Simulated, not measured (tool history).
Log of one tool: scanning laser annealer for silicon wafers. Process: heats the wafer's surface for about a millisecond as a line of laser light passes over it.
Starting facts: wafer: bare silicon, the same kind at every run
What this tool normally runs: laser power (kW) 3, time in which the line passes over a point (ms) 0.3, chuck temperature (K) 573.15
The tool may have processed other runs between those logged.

| run | day | laser power (kW) | time in which the line passes over a point (ms) | chuck temperature (K) | highest temperature of the surface (K) |
|---|---|---|---|---|---|
| 1 | 0 | 3 | 0.3 | 573.15 | 1415.15 |
| 2 | 1.942 | 3 | 0.3 | 573.15 | 1413.15 |
| 3 | 3.383 | 3 | 0.3 | 573.15 | 1410.15 |
| 4 | 4.996 | 3 | 0.3 | 573.15 | 1408.15 |
| 5 | 6.375 | 3 | 0.3 | 573.15 | 1405.15 |
| 6 | 8.888 | 3 | 0.3 | 573.15 | 1401.15 |
| 7 | 10.183 | 3 | 0.3 | 573.15 | 1403.15 |
| 8 | 11.888 | 3 | 0.225 | 573.15 | 1273.15 |
| 9 | 14.188 | 3 | 0.225 | 573.15 | 1270.15 |
| 10 | 16.021 | 3 | 0.225 | 573.15 | 1272.15 |
| 11 | 17.638 | 3 | 0.225 | 573.15 | 1267.15 |
| 12 | 18.971 | 3 | 0.296 | 573.15 | 1384.15 |
| 13 | 21.292 | 3 | 0.296 | 573.15 | 1383.15 |
| 14 | 23.808 | 3 | 0.296 | 573.15 | 1376.15 |
| 15 | 25.096 | 3 | 0.296 | 573.15 | 1378.15 |
| 16 | 27.283 | 3 | 0.23 | 573.15 | 1264.15 |
| 17 | 28.883 | 3 | 0.3 | 573.15 | 1373.15 |
| 18 | 31.725 | 3 | 0.3 | 589.15 | 1388.15 |
| 19 | 34.542 | 3 | 0.3 | 573.15 | 1369.15 |
| 20 | 36.788 | 2.809 | 0.3 | 573.15 | 1343.15 |
| 21 | 39.05 | 2.809 | 0.3 | 573.15 | 1341.15 |
| 22 | 40.888 | 2.809 | 0.3 | 573.15 | 1340.15 |
| 23 | 43.2 | 2.809 | 0.3 | 573.15 | 1336.15 |
| 24 | 45.108 | 2.638 | 0.351 | 555.15 | 1322.15 |
| 25 | 48.088 | 3.285 | 0.3 | 573.15 | 1522.15 |
| 26 | 50.767 | 3.285 | 0.3 | 573.15 | 1518.15 |
| 27 | 53.05 | 3.285 | 0.3 | 573.15 | 1518.15 |
| 28 | 55.583 | 3.205 | 0.325 | 573.15 | 1522.15 |
| 29 | 58.279 | 3.258 | 0.331 | 557.15 | 1532.15 |
| 30 | 59.867 | 3.278 | 0.345 | 557.15 | 1562.15 |
| 31 | 61.967 | 3.278 | 0.345 | 557.15 | 1555.15 |
| 32 | 63.229 | 3.278 | 0.345 | 557.15 | 1554.15 |
| 33 | 65.625 | 2.564 | 0.355 | 551.15 | 1285.15 |
| 34 | 66.888 | 2.564 | 0.355 | 551.15 | 1284.15 |
| 35 | 69.55 | 3 | 0.3 | 596.15 | 1408.15 |
| 36 | 71.475 | 3 | 0.3 | 596.15 | 1411.15 |
| 37 | 73.208 | 3.034 | 0.359 | 573.15 | 1534.15 |
| 38 | 75.4 | 2.749 | 0.3 | 611.15 | 1368.15 |
| 39 | 77.458 | 2.726 | 0.268 | 535.15 | 1235.15 |
| 40 | 79.946 | 2.558 | 0.302 | 548.15 | 1232.15 |

Withheld: 4 entries from between the runs. Position of each, and hidden state at the listed run before versus the listed run after:
Run 15 -> run 16: window over the wafer cleaned (day 25.429)
  light that passes the window, % of a clean one's: 96.81 -> 96.19; laser's true power over the reading, %: 0.7 -> 0.71; width of the line over the set one, %: 1.97 -> 2.04
  measured value less the no-hidden-state value, highest temperature of the surface (K): -40 -> -41
Run 19 -> run 20: window over the wafer cleaned, once more (day 36.321)
  light that passes the window, % of a clean one's: 95.45 -> 99.73; laser's true power over the reading, %: 0.75 -> 0.77; width of the line over the set one, %: 2.25 -> 2.33
  measured value less the no-hidden-state value, highest temperature of the surface (K): -56 -> -9
Run 24 -> run 25: optics aligned, line set to its width (day 47.738)
  light that passes the window, % of a clean one's: 98.88 -> 98.59; laser's true power over the reading, %: 0.81 -> 0.83; width of the line over the set one, %: 2.58 -> 0.26
  measured value less the no-hidden-state value, highest temperature of the surface (K): -19 -> -9
Run 36 -> run 37: window over the wafer cleaned (day 71.979)
  light that passes the window, % of a clean one's: 96.15 -> 99.83; laser's true power over the reading, %: 0.96 -> 0.97; width of the line over the set one, %: 0.98 -> 1.04
  measured value less the no-hidden-state value, highest temperature of the surface (K): -39 -> +3

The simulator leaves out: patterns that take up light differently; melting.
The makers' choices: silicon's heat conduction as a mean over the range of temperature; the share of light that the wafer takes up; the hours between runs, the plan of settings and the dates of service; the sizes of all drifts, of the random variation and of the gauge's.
